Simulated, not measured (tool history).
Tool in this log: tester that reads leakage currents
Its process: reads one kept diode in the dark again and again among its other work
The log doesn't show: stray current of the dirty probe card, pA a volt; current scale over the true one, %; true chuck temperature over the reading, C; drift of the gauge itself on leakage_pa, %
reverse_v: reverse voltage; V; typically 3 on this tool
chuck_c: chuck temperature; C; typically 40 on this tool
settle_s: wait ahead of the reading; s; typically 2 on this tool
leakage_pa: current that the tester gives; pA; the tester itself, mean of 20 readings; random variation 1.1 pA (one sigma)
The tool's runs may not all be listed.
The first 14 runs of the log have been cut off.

run     day  reverse_v  chuck_c  settle_s  hours of work since the probe card was cleaned  hours of work since the tester was calibrated  hours of work since the chuck was calibrated  leakage_pa
 15  20.612          3       40         2                                              12                                            600                                           379      386.99
 16  21.542          3       40         2                                              21                                            609                                           388      384.23
 17  23.275          3       40      1.05                                              38                                            626                                           405      386.18
 18  25.021          3       40      1.05                                              55                                            643                                           422      386.95
 19  26.725       8.17       40      5.29                                              71                                            659                                           438      630.76
 20  28.362       8.17       40      5.29                                              87                                            675                                           454      631.81
 21  30.296       2.07       27      0.34                                             106                                            694                                           473      119.02
 22  32.129      12.15       24      7.59                                             123                                            711                                           490      219.53
 23  33.133       9.18       40         2                                             133                                            721                                           500      673.51
 24  35.188      14.62       39       3.3                                             153                                            741                                           520      781.34
 25  36.679      14.62       39       3.3                                             167                                            755                                           534      785.07
 26  38.688       5.18       40      0.57                                             187                                            775                                           554      512.09
 27  40.408       9.25       23      0.67                                             203                                            791                                           570      179.15
 28  41.275       9.25       23      0.67                                             212                                            800                                           579      178.92
 29  42.217       9.25       23      0.67                                             221                                            809                                           588      180.47
 30  43.296       1.56       52       6.5                                             231                                            819                                           598      677.99
 31  45.175       1.56       52      8.87                                             249                                            837                                           616      673.84
 32  46.308       1.56       52      8.87                                             260                                            848                                           627      676.54

Each row is a separate what-if for the run after 32, all from the same tool condition, not one after another. Results?
  A  47.175       1.56       39      1.29                                             269                                            857                                           635           ?
  B  47.175      17.88       40         2                                             269                                            857                                           635           ?
  C  47.175      12.21       41      6.76                                             269                                            857                                           635           ?
  D  47.175       5.37       52      4.73                                             269                                            857                                           635           ?
  E  47.175       1.56       52      1.32                                             269                                            857                                           635           ?

run  leakage_pa
  A      265.52
  B       940.1
  C       840.1
  D        1230
  E      674.55
Stripped of hidden state, with their random variation kept, the same runs would have yielded:
run  leakage_pa
  A      250.92
  B      887.05
  C      793.42
  D      1167.2
  E       640.3
